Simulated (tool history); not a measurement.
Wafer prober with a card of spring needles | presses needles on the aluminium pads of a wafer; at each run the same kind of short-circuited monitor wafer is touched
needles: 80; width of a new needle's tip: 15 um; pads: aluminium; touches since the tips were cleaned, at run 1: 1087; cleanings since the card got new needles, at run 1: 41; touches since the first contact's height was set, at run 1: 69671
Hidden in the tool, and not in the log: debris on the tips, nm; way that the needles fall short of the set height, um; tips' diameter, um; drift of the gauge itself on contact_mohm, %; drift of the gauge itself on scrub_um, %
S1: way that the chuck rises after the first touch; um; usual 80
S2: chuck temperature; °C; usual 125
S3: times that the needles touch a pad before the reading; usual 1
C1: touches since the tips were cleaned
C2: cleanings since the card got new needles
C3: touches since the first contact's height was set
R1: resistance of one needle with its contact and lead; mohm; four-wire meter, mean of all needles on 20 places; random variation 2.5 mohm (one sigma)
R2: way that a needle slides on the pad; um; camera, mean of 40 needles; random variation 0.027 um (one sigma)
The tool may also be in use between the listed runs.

run,day,S1,S2,S3,C1,C2,C3,R1,R2
1,0,80,125,1,1087,41,69671,299,16.77
# day 0.479: tips cleaned on abrasive film
2,0.654,80,125,1,1809,42,76427,308,16.75
# day 1.083: tips cleaned on abrasive film
3,1.321,80,125,1,2469,43,83335,309,16.75
# day 1.667: tips cleaned on abrasive film
4,1.904,80,125,1,2492,44,89341,312,16.68
5,2.212,80,125,1,5687,44,92536,315,16.69
# day 2.246: tips cleaned on abrasive film
6,2.817,62,125,1,5930,45,98777,330,12.85
# day 2.862: tips cleaned on abrasive film
7,3.358,62,125,1,5143,46,104354,333,12.84
# day 3.417: height of the first contact set anew
# day 3.458: tips cleaned on abrasive film
8,3.7,62,125,1,2527,47,2913,323,13.15
9,4.025,80,106,1,5897,47,6283,310,16.96
# day 4.071: tips cleaned on abrasive film
10,4.321,80,106,1,2608,48,9319,303,16.99
# day 4.658: tips cleaned on abrasive film
11,4.854,80,106,1,2050,49,14827,300,16.93
# day 5.292: tips cleaned on abrasive film
12,5.538,80,125,1,2544,50,21900,311,16.88
# day 5.9: tips cleaned on abrasive film
13,6.046,80,125,1,1541,51,27152,300,16.86
# day 6.508: tips cleaned on abrasive film
14,6.596,80,125,1,892,52,32814,296,16.88
# day 7.125: tips cleaned on abrasive film
15,7.15,80,125,1,269,53,38527,293,16.84
16,7.45,93,125,1,3384,53,41642,308,19.61
# day 7.75: tips cleaned on abrasive film
17,7.754,93,125,1,21,54,44760,293,19.59
18,8.054,93,125,1,3140,54,47879,304,19.61
# day 8.371: tips cleaned on abrasive film
19,8.629,68,125,1,2666,55,53816,317,14.24
# day 8.983: tips cleaned on abrasive film
20,8.983,68,125,1,0,56,57459,294,14.24
21,9.283,80,32,2,3101,56,60560,278,16.76
# day 9.588: tips cleaned on abrasive film
22,9.588,80,32,2,0,57,63704,267,16.74
23,10.112,80,32,2,5447,57,69151,284,16.74
# day 10.196: tips cleaned on abrasive film
24,10.754,63,107,2,5815,58,75803,311,13.13
# day 10.817: tips cleaned on abrasive film
25,11.05,79,125,1,2415,59,78816,310,16.5
# day 11.421: tips cleaned on abrasive film
26,11.508,72,49,2,886,60,83534,278,14.98
# day 12.008: tips cleaned on abrasive film
27,12.092,72,49,2,847,61,89541,275,14.9
28,12.488,72,49,2,4991,61,93685,291,14.95
# day 12.621: tips cleaned on abrasive film
29,13.054,80,60,1,4532,62,99540,300,16.61
# day 13.233: tips cleaned on abrasive film
30,13.529,80,82,1,3053,63,104405,301,16.59
# day 13.592: height of the first contact set anew
# day 13.842: tips cleaned on abrasive film
31,14.083,80,38,1,2505,64,5049,287,16.97
# day 14.442: tips cleaned on abrasive film
32,14.675,65,30,1,2423,65,11151,303,13.74
# day 15.054: tips cleaned on abrasive film
33,15.171,65,25,1,1249,66,16291,286,13.76

3 ways to go on from here, each from the tool as it stands after run 33. What would each give?
# day 15.646: tips cleaned on abrasive film
A,15.758,65,38,1,1183,67,22337,?,?
# day 15.646: tips cleaned on abrasive film
B,15.758,82,25,1,1183,67,22337,?,?
# day 15.646: tips cleaned on abrasive film
C,15.758,87,62,1,1183,67,22337,?,?

run,R1,R2
A,290,13.7
B,273,17.34
C,283,18.38
Without the tool's hidden state the same runs would have given:
run,R1,R2
A,267,13.79
B,258,17.43
C,269,18.47

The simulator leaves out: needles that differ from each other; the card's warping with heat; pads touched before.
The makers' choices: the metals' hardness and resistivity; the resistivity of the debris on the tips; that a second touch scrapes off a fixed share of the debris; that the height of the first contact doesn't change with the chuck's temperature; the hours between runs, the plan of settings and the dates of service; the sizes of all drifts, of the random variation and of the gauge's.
